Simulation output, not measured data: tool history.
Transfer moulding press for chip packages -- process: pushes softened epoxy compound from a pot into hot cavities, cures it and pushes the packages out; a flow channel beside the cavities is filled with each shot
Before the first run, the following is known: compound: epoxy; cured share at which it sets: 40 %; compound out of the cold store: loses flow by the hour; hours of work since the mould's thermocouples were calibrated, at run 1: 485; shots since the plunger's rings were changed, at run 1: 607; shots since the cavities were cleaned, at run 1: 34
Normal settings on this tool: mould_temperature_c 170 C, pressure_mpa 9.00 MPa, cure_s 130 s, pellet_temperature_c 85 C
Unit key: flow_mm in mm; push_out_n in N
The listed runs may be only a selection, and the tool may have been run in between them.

run	day	mould_temperature_c	pressure_mpa	cure_s	pellet_temperature_c	hours of work since the mould's thermocouples were calibrated	shots since the plunger's rings were changed	shots since the cavities were cleaned	incoming compound's hours out of the cold store	flow_mm	push_out_n
1	0.000	170	9.00	130	85	485	607	34	21.1	993	416
2	3.321	170	9.00	130	85	518	1117	544	8.3	1033	425
3	5.846	170	9.00	130	85	544	1505	932	21.7	987	403
# day 7.471: cavities cleaned with cleaning compound and waxed
4	8.954	170	9.00	130	85	574	1974	229	33.0	951	407
5	10.942	170	9.00	130	85	594	2279	534	22.2	983	398
6	12.550	170	9.00	130	85	610	2526	781	8.8	1031	399
7	14.108	170	9.00	130	85	625	2766	1021	21.3	988	408
# day 15.171: cavities cleaned with cleaning compound and waxed
# day 15.425: plunger's sealing rings changed
8	16.242	170	9.00	130	85	645	125	148	33.1	963	389
9	19.221	170	9.00	130	85	675	583	606	10.1	1015	421
# day 20.292: mould's thermocouples calibrated
10	21.883	170	9.00	130	85	16	980	1003	33.6	947	395
# day 23.079: cavities cleaned with cleaning compound and waxed
11	23.404	170	9.00	170	85	30	1204	50	8.3	1024	351
12	24.925	170	7.85	130	85	46	1438	284	14.7	938	420
13	26.567	170	7.85	130	85	62	1690	536	26.2	916	396
14	29.654	170	7.85	130	85	93	2165	1011	42.6	870	412
# day 30.629: cavities cleaned with cleaning compound and waxed
15	31.750	173	9.00	162	90	113	2477	172	34.9	932	332
16	33.279	173	9.00	162	90	128	2712	407	18.9	981	348
# day 34.929: plunger's sealing rings changed
17	35.588	170	8.93	144	90	150	101	746	22.6	981	369
18	38.125	170	8.93	144	90	176	491	1136	12.4	1009	370
# day 38.450: cavities cleaned with cleaning compound and waxed
19	40.017	175	8.33	144	80	194	773	241	36.2	879	350
20	42.879	168	9.33	138	90	222	1213	681	46.0	958	397
21	44.454	168	9.33	138	90	238	1455	923	17.5	1031	425
# day 46.079: cavities cleaned with cleaning compound and waxed
22	46.183	168	9.33	138	90	255	1711	16	30.6	993	407
23	47.650	174	9.00	130	85	269	1936	241	31.8	929	362
24	49.912	163	7.04	130	85	292	2284	589	13.7	957	659
25	53.004	163	7.04	130	85	323	2760	1065	45.7	865	625

Run 26 comes next. What will it give?
# day 53.767: cavities cleaned with cleaning compound and waxed
# day 54.438: plunger's sealing rings changed
26	56.592	173	9.58	111	80	357	332	419	46.2	?	?

{"run 26": {"flow_mm": 933, "push_out_n": 421}}
With no hidden state in the tool, this same run would have given flow_mm 933 mm, push_out_n 420 N.

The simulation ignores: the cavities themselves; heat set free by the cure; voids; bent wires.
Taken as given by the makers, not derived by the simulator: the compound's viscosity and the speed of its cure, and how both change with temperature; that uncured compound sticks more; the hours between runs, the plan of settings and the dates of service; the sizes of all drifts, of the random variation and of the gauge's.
